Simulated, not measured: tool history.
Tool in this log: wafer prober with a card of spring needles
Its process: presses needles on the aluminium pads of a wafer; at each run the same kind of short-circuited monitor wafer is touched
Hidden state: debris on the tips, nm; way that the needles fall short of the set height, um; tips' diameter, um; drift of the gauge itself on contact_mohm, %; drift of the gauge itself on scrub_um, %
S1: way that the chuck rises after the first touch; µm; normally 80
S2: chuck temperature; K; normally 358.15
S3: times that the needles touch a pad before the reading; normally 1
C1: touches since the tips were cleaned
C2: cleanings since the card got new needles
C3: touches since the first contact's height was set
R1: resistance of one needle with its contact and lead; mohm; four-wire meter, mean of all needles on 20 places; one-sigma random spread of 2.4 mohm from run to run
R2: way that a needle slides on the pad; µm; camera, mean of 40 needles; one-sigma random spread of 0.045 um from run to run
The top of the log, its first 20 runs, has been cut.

run,day,S1,S2,S3,C1,C2,C3,R1,R2
# day 37.454: tips cleaned on abrasive film
21,38.221,90,340.15,2,3584,35,83683,328,10.92
22,39.300,90,340.15,2,8623,35,88722,338,10.90
# day 39.446: tips cleaned on abrasive film
23,40.492,91,330.15,1,4893,36,94277,373,10.93
# day 41.433: tips cleaned on abrasive film
24,42.383,88,299.15,2,4443,37,103083,331,10.61
# day 43.454: tips cleaned on abrasive film
25,44.729,64,306.15,1,5971,38,114028,490,7.63
# day 45.396: tips cleaned on abrasive film
26,46.246,64,306.15,1,3979,39,121088,465,7.68
# day 47.396: tips cleaned on abrasive film
27,48.508,64,306.15,1,5194,40,131634,482,7.67
# day 49.333: tips cleaned on abrasive film
28,50.204,64,358.15,1,4057,41,139524,473,7.56
# day 51.250: tips cleaned on abrasive film
29,51.267,64,358.15,1,77,42,144474,298,7.71
# day 53.225: tips cleaned on abrasive film
30,53.396,76,358.15,3,802,43,154401,294,9.05
# day 55.196: tips cleaned on abrasive film
31,55.617,67,366.15,1,1971,44,164753,408,8.01
# day 57.204: tips cleaned on abrasive film
32,58.117,67,366.15,1,4253,45,176400,469,7.92
# day 59.138: tips cleaned on abrasive film
33,59.304,67,366.15,1,779,46,181932,356,7.97

Here are 4 independent what-if runs from the current tool condition. What would each one return?
# day 61.104: tips cleaned on abrasive film
A,61.771,86,304.15,1,3109,47,193429,?,?
# day 61.104: tips cleaned on abrasive film
B,61.771,98,358.15,1,3109,47,193429,?,?
# day 61.104: tips cleaned on abrasive film
C,61.771,67,330.15,1,3109,47,193429,?,?
# day 61.104: tips cleaned on abrasive film
D,61.771,60,371.15,2,3109,47,193429,?,?

run,R1,R2
A,373,10.31
B,366,11.73
C,452,7.89
D,399,7.11
Take away the tool's hidden state, keep each run's random variation, and the runs would have read:
run,R1,R2
A,251,10.56
B,274,11.98
C,265,8.14
D,272,7.36
